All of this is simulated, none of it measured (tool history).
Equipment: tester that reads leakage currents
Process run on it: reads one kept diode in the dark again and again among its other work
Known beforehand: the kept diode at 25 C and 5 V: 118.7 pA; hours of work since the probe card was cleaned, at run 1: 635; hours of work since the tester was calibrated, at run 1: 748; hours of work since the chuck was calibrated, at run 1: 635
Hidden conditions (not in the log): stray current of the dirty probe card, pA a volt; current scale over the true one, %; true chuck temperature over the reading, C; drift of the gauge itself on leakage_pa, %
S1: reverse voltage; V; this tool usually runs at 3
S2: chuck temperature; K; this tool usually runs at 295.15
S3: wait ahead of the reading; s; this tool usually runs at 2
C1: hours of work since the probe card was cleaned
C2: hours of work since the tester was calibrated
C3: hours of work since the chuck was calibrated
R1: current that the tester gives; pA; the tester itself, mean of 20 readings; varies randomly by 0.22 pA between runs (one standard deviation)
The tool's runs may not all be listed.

run,hour,S1,S2,S3,C1,C2,C3,R1
1,0,3,295.15,2,635,748,635,69.99
2,74.1,3,295.15,4.9,681,794,681,69.93
3,142,3,295.15,2,723,836,723,69.72
4,251,3,295.15,2,791,904,791,69.53
5,337.7,3,295.15,2,845,958,845,69.97
6,454.6,3,306.15,2,918,1031,918,181.12
7,514,3,295.15,2,955,1068,955,69.78
# hour 548.9: chuck's temperature calibrated
8,590.1,3,295.15,2,1001,1114,26,69.85
9,647.9,3,295.15,2,1037,1150,62,69.82
10,700.2,3,295.15,2,1069,1182,94,69.81
11,766.8,2.4,320.15,0.48,1111,1224,136,498.13
12,866.5,2.4,320.15,0.48,1173,1286,198,496.15
13,967.4,2.4,320.15,0.48,1236,1349,260,494.09
14,1024.7,2.4,320.15,0.48,1271,1384,296,497.21
15,1140.1,2.4,320.15,0.48,1343,1456,368,492.18
16,1246.6,3.38,316.15,5.02,1409,1522,434,430.5
17,1307.2,11.92,313.15,3.93,1447,1560,472,664.37
18,1412.7,8.12,323.15,0.39,1513,1626,537,1182.31
19,1486.3,1.34,303.15,3.9,1559,1671,583,91.58
20,1593.6,1.34,303.15,3.9,1625,1738,650,91.77

Forecast each of these 5 alternatives for the next run:
A,1672,2.83,295.15,2,1674,1787,699,?
B,1672,3,313.15,2,1674,1787,699,?
C,1672,1.02,295.15,1.99,1674,1787,699,?
D,1672,3,309.15,2,1674,1787,699,?
E,1672,1.34,303.15,8.74,1674,1787,699,?

run,R1
A,67.63
B,320.19
C,39.53
D,232.03
E,91.47
What these runs would have given with no unlogged condition in the tool:
run,R1
A,67.7
B,320.62
C,39.58
D,232.33
E,91.6
